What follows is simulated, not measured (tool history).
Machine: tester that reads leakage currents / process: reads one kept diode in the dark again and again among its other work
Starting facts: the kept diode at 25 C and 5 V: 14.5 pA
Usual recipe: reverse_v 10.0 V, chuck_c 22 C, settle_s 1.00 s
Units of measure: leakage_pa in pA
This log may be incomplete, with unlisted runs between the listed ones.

run    hour  reverse_v  chuck_c  settle_s  leakage_pa
  1     0.0       10.0       22      1.00       32.47
  2    91.7       10.0       22      1.00       33.56
  3   213.5       10.0       22      1.00       13.99
  4   308.9       10.0       22      1.00       15.14
  5   425.7       10.0       22      1.00       16.69
  6   505.3       10.0       22      1.00       17.61
  7   593.3       10.0       22      1.00       18.59
  8   663.9       10.0       22      1.00       19.51
  9   719.6       10.0       22      1.00       20.16
 10   834.0       10.0       47      1.00      109.29
 11   951.3       10.0       47      1.00      110.34
 12  1029.2       10.0       47      1.00      111.18
 13  1126.1       10.0       35      1.00       56.03
 14  1230.9       10.0       22      1.00       28.06
 15  1353.2       10.0       22      1.00       29.57
 16  1447.4       10.0       22      1.00       30.93
 17  1570.4       10.0       22      1.00       32.41
 18  1647.7       10.0       22      1.00       32.90
 19  1765.3       10.0       22      1.00       34.32
 20  1834.5       10.0       41      1.00       70.35
 21  1892.8       10.0       41      1.00       70.50
 22  1977.2       17.3       48      5.20      148.66
 23  2046.1        2.6       44      5.20       52.09
 24  2114.6        4.2       44      0.36       64.18
 25  2200.4       10.0       27      6.56       27.34
 26  2306.4        4.6       37      1.00       40.16
 27  2393.0        4.6       37      1.00       40.44
 28  2470.2        3.8       54      0.79      126.16
 29  2529.8        2.7       33      1.01       24.11
 30  2626.7        2.5       20      0.38        9.72
 31  2740.2        6.5       36      0.38       46.57
 32  2866.4        1.8       27      2.09       13.43
 33  2954.6        1.7       32      0.35       18.97
 34  3064.9        6.0       22      0.78       21.17
 35  3184.6        2.8       38      9.87       36.40
 36  3266.7        2.8       28      0.50       19.35
 37  3378.5        2.8       28      0.50       14.10
 38  3501.3        2.8       28      0.50       14.55
 39  3589.3        1.2       28      2.64       10.08
 40  3700.6        1.2       28      2.64       10.45

Taken out of this log: 6 entries between the listed runs. Where each belongs, and how the hidden state differs across it:
From run 2 to run 3: probe card cleaned and baked (hour 213.4)
  stray current of the dirty probe card, pA a volt: 1.968 -> 0.024; current scale over the true one, %: 0.13 -> 0.15; true chuck temperature over the reading, C: -0.99 -> -1.05
  measured less the result without the state, leakage_pa: +18.27 -> -1.24 pA
From run 12 to run 13: chuck's temperature calibrated (hour 1040.0)
  stray current of the dirty probe card, pA a volt: 1.036 -> 1.166; current scale over the true one, %: 0.25 -> 0.27; true chuck temperature over the reading, C: -1.45 -> -0.05
  measured less the result without the state, leakage_pa: -1.11 -> +11.45 pA
From run 19 to run 20: probe card cleaned and baked (hour 1777.7)
  stray current of the dirty probe card, pA a volt: 1.959 -> 0.102; current scale over the true one, %: 0.35 -> 0.36; true chuck temperature over the reading, C: -0.36 -> -0.39
  measured less the result without the state, leakage_pa: +19.04 -> -1.06 pA
From run 24 to run 25: tester calibrated (hour 2123.5)
  stray current of the dirty probe card, pA a volt: 0.461 -> 0.564; current scale over the true one, %: 0.39 -> 0.62; true chuck temperature over the reading, C: -0.53 -> -0.58
  measured less the result without the state, leakage_pa: -0.45 -> +4.52 pA
From run 27 to run 28: tester calibrated, once more (hour 2443.1)
  stray current of the dirty probe card, pA a volt: 0.805 -> 0.904; current scale over the true one, %: 0.64 -> -0.19; true chuck temperature over the reading, C: -0.67 -> -0.71
  measured less the result without the state, leakage_pa: +1.86 -> -3.33 pA
From run 36 to run 37: probe card cleaned and baked (hour 3349.0)
  stray current of the dirty probe card, pA a volt: 1.902 -> 0.061; current scale over the true one, %: -0.09 -> -0.08; true chuck temperature over the reading, C: -1.12 -> -1.17
  measured less the result without the state, leakage_pa: +3.89 -> -1.33 pA
